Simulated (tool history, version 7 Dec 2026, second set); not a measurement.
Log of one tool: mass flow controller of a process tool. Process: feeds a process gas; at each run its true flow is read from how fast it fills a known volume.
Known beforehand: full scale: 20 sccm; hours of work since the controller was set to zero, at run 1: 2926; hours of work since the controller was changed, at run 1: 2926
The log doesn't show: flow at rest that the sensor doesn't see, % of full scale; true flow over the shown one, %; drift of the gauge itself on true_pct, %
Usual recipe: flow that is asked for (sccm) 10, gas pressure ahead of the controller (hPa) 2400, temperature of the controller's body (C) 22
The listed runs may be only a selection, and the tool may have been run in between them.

run	hour	flow that is asked for (sccm)	gas pressure ahead of the controller (hPa)	temperature of the controller's body (C)	hours of work since the controller was set to zero	hours of work since the controller was changed	true flow (%)
1	0	10	2400	22	2926	2926	97.41
2	148.7	10	2400	29	3006	3006	97.91
3	248.6	10	2400	23	3060	3060	97.38
4	351.3	5	2400	22	3115	3115	95.58
5	475.9	5	2400	22	3182	3182	95.57
6	555.8	5	2400	22	3225	3225	95.56
7	686.3	10	1640	22	3296	3296	96.9
8	772	10	1640	22	3342	3342	96.87
9	874.2	10	1640	22	3397	3397	96.82
10	969.9	14	2400	22	3448	3448	97.7
11	1075.8	14	2400	22	3505	3505	97.71
12	1137.9	14	2400	22	3538	3538	97.46
13	1211.3	10	2400	22	3578	3578	97.11
14	1306.2	10	2250	39	3629	3629	98.78
15	1410.2	19	1770	20	3685	3685	97.61
16	1546.3	19	1770	20	3758	3758	97.66
17	1669.1	19	1770	20	3824	3824	97.62
18	1777.4	11	2010	24	3882	3882	96.97
19	1852.2	10	2400	33	3922	3922	97.76

Predict the results of run 20:
20	1977.6	12	1660	35	3990	3990	?

{"run 20": {"true flow (%)": 98.25}}
On a tool with no hidden condition, and with the same random variation, this run would have come out at true flow (%) 100.51.

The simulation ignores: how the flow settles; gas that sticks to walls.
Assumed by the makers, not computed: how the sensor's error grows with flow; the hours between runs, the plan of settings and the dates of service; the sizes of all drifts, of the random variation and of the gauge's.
